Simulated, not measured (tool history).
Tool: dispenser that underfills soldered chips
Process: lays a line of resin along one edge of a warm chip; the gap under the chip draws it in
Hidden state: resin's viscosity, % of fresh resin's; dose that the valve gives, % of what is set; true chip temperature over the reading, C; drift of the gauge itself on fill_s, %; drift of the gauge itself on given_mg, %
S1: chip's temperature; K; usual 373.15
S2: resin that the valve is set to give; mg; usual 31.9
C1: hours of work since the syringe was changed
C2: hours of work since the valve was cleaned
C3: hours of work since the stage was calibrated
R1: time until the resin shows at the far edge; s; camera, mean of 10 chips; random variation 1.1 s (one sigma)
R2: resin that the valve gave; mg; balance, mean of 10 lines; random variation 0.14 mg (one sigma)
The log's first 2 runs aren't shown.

{"run": 3, "hour": 9.1, "S1": 373.15, "S2": 27.5, "C1": 6, "C2": 104, "C3": 156, "R1": 153.5, "R2": 25.18}
{"run": 4, "hour": 13.9, "S1": 373.15, "S2": 27.5, "C1": 10, "C2": 108, "C3": 160, "R1": 190.1, "R2": 25.29}
{"hour": 15.5, "done": "new syringe of resin"}
{"run": 5, "hour": 18.6, "S1": 379.15, "S2": 27.5, "C1": 2, "C2": 111, "C3": 163, "R1": 97.2, "R2": 25.05}
{"run": 6, "hour": 22.9, "S1": 379.15, "S2": 27.5, "C1": 6, "C2": 114, "C3": 167, "R1": 116.7, "R2": 25.08}
{"run": 7, "hour": 28.0, "S1": 379.15, "S2": 27.5, "C1": 9, "C2": 118, "C3": 170, "R1": 149.6, "R2": 24.95}
{"hour": 30.2, "done": "new syringe of resin"}
{"run": 8, "hour": 32.0, "S1": 379.15, "S2": 27.5, "C1": 1, "C2": 121, "C3": 173, "R1": 94.3, "R2": 25.0}
{"hour": 34.5, "done": "dispensing valve cleaned and set on the balance"}
{"run": 9, "hour": 38.9, "S1": 379.15, "S2": 27.5, "C1": 6, "C2": 3, "C3": 178, "R1": 114.8, "R2": 27.24}
{"run": 10, "hour": 44.7, "S1": 379.15, "S2": 27.5, "C1": 10, "C2": 8, "C3": 182, "R1": 150.0, "R2": 27.23}
{"hour": 45.5, "done": "new syringe of resin"}
{"run": 11, "hour": 50.5, "S1": 373.15, "S2": 34.1, "C1": 4, "C2": 12, "C3": 186, "R1": 123.7, "R2": 33.7}
{"run": 12, "hour": 57.3, "S1": 373.15, "S2": 34.1, "C1": 9, "C2": 17, "C3": 191, "R1": 167.6, "R2": 33.63}
{"hour": 60.0, "done": "new syringe of resin"}
{"run": 13, "hour": 63.9, "S1": 373.15, "S2": 34.1, "C1": 3, "C2": 22, "C3": 196, "R1": 119.2, "R2": 33.5}
{"run": 14, "hour": 70.1, "S1": 373.15, "S2": 34.1, "C1": 8, "C2": 27, "C3": 201, "R1": 158.2, "R2": 33.44}
{"hour": 74.7, "done": "new syringe of resin"}
{"run": 15, "hour": 77.4, "S1": 373.15, "S2": 34.1, "C1": 2, "C2": 32, "C3": 206, "R1": 111.6, "R2": 32.96}
{"run": 16, "hour": 82.3, "S1": 373.15, "S2": 34.1, "C1": 6, "C2": 36, "C3": 210, "R1": 136.4, "R2": 33.22}
{"run": 17, "hour": 85.4, "S1": 378.15, "S2": 29.1, "C1": 8, "C2": 38, "C3": 212, "R1": 133.7, "R2": 27.98}
{"hour": 89.3, "done": "new syringe of resin"}
{"run": 18, "hour": 90.9, "S1": 377.15, "S2": 31.9, "C1": 1, "C2": 42, "C3": 216, "R1": 90.1, "R2": 30.58}
{"run": 19, "hour": 94.2, "S1": 380.15, "S2": 32.4, "C1": 4, "C2": 44, "C3": 219, "R1": 92.7, "R2": 31.31}
{"run": 20, "hour": 99.0, "S1": 380.15, "S2": 32.4, "C1": 7, "C2": 48, "C3": 222, "R1": 114.2, "R2": 31.02}
{"hour": 103.7, "done": "new syringe of resin"}
{"run": 21, "hour": 106.1, "S1": 374.15, "S2": 40.4, "C1": 2, "C2": 53, "C3": 228, "R1": 102.3, "R2": 38.37}
{"run": 22, "hour": 112.8, "S1": 381.15, "S2": 29.2, "C1": 7, "C2": 58, "C3": 233, "R1": 109.9, "R2": 27.62}

Run 23 comes next. What will it give?
{"hour": 117.9, "done": "new syringe of resin"}
{"run": 23, "hour": 118.3, "S1": 377.15, "S2": 38.6, "C1": 0, "C2": 62, "C3": 237, "R1": "?", "R2": "?"}

Run 23 gave R1 84.7 s, R2 36.74 mg.
Without the tool's hidden state the same run would have given R1 89.5 s, R2 38.78 mg.
